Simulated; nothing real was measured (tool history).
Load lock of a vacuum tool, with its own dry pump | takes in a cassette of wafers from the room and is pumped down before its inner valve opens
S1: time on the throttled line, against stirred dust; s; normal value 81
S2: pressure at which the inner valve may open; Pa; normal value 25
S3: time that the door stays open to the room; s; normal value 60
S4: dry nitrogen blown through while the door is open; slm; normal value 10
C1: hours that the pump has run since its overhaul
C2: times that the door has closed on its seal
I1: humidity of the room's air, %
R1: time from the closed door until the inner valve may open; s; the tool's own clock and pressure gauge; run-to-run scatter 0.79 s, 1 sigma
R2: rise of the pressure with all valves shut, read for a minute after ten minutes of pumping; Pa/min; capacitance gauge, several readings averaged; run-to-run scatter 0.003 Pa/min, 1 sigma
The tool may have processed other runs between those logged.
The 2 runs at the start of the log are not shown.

{"run": 3, "day": 12.95, "S1": 81, "S2": 25, "S3": 60, "S4": 10, "C1": 5595, "C2": 1036, "I1": 46.7, "R1": 153.9, "R2": 0.021}
{"run": 4, "day": 19.625, "S1": 56, "S2": 25, "S3": 60, "S4": 10, "C1": 5755, "C2": 1301, "I1": 42.9, "R1": 135.7, "R2": 0.019}
{"run": 5, "day": 25.542, "S1": 81, "S2": 25, "S3": 60, "S4": 10, "C1": 5897, "C2": 1536, "I1": 43.5, "R1": 153.9, "R2": 0.018}
{"run": 6, "day": 31.933, "S1": 81, "S2": 25, "S3": 60, "S4": 10, "C1": 6051, "C2": 1790, "I1": 47.0, "R1": 154.5, "R2": 0.019}
{"run": 7, "day": 36.321, "S1": 81, "S2": 25, "S3": 60, "S4": 10, "C1": 6156, "C2": 1964, "I1": 46.9, "R1": 154.2, "R2": 0.022}
{"run": 8, "day": 42.571, "S1": 81, "S2": 25, "S3": 60, "S4": 10, "C1": 6306, "C2": 2212, "I1": 44.2, "R1": 153.8, "R2": 0.016}
{"run": 9, "day": 49.238, "S1": 144, "S2": 25, "S3": 60, "S4": 10, "C1": 6466, "C2": 2477, "I1": 43.5, "R1": 200.5, "R2": 0.02}
{"run": 10, "day": 57.333, "S1": 144, "S2": 25, "S3": 60, "S4": 10, "C1": 6660, "C2": 2798, "I1": 46.7, "R1": 199.6, "R2": 0.026}
{"run": 11, "day": 62.371, "S1": 81, "S2": 27, "S3": 60, "S4": 10, "C1": 6781, "C2": 2998, "I1": 46.0, "R1": 154.1, "R2": 0.022}
{"run": 12, "day": 68.604, "S1": 81, "S2": 24, "S3": 60, "S4": 10, "C1": 6931, "C2": 3246, "I1": 44.4, "R1": 155.3, "R2": 0.026}
{"run": 13, "day": 73.321, "S1": 81, "S2": 24, "S3": 60, "S4": 10, "C1": 7044, "C2": 3433, "I1": 46.9, "R1": 155.9, "R2": 0.021}
{"run": 14, "day": 79.612, "S1": 81, "S2": 20, "S3": 60, "S4": 10, "C1": 7195, "C2": 3683, "I1": 44.9, "R1": 157.1, "R2": 0.021}
{"run": 15, "day": 87.621, "S1": 81, "S2": 25, "S3": 57, "S4": 10, "C1": 7387, "C2": 4000, "I1": 44.8, "R1": 156.2, "R2": 0.022}
{"run": 16, "day": 91.392, "S1": 81, "S2": 25, "S3": 60, "S4": 10, "C1": 7478, "C2": 4150, "I1": 46.8, "R1": 156.4, "R2": 0.023}
{"run": 17, "day": 96.538, "S1": 81, "S2": 25, "S3": 60, "S4": 10, "C1": 7601, "C2": 4354, "I1": 44.9, "R1": 155.8, "R2": 0.02}
{"run": 18, "day": 104.554, "S1": 81, "S2": 25, "S3": 60, "S4": 10, "C1": 7794, "C2": 4673, "I1": 45.2, "R1": 155.2, "R2": 0.025}
{"run": 19, "day": 113.429, "S1": 81, "S2": 25, "S3": 60, "S4": 10, "C1": 8007, "C2": 5025, "I1": 46.5, "R1": 155.5, "R2": 0.028}
{"run": 20, "day": 120.958, "S1": 81, "S2": 22, "S3": 60, "S4": 15, "C1": 8187, "C2": 5324, "I1": 43.3, "R1": 158.4, "R2": 0.022}
{"run": 21, "day": 130.042, "S1": 81, "S2": 22, "S3": 60, "S4": 34, "C1": 8405, "C2": 5685, "I1": 46.3, "R1": 158.7, "R2": 0.022}
{"run": 22, "day": 138.283, "S1": 97, "S2": 19, "S3": 60, "S4": 6, "C1": 8603, "C2": 6012, "I1": 47.0, "R1": 172.1, "R2": 0.03}
{"run": 23, "day": 144.538, "S1": 97, "S2": 19, "S3": 60, "S4": 6, "C1": 8753, "C2": 6260, "I1": 48.2, "R1": 171.5, "R2": 0.032}
{"run": 24, "day": 151.004, "S1": 81, "S2": 25, "S3": 60, "S4": 5, "C1": 8908, "C2": 6517, "I1": 46.4, "R1": 157.3, "R2": 0.028}

For run 25, what comes out?
{"run": 25, "day": 156.892, "S1": 81, "S2": 20, "S3": 60, "S4": 10, "C1": 9050, "C2": 6751, "I1": 43.0, "R1": "?", "R2": "?"}

R1: 160.7 s
R2: 0.027 Pa/min
Take away the tool's hidden state, keep the run-to-run variation as it was, and the same run would have given R1 151.9 s, R2 0.021 Pa/min.
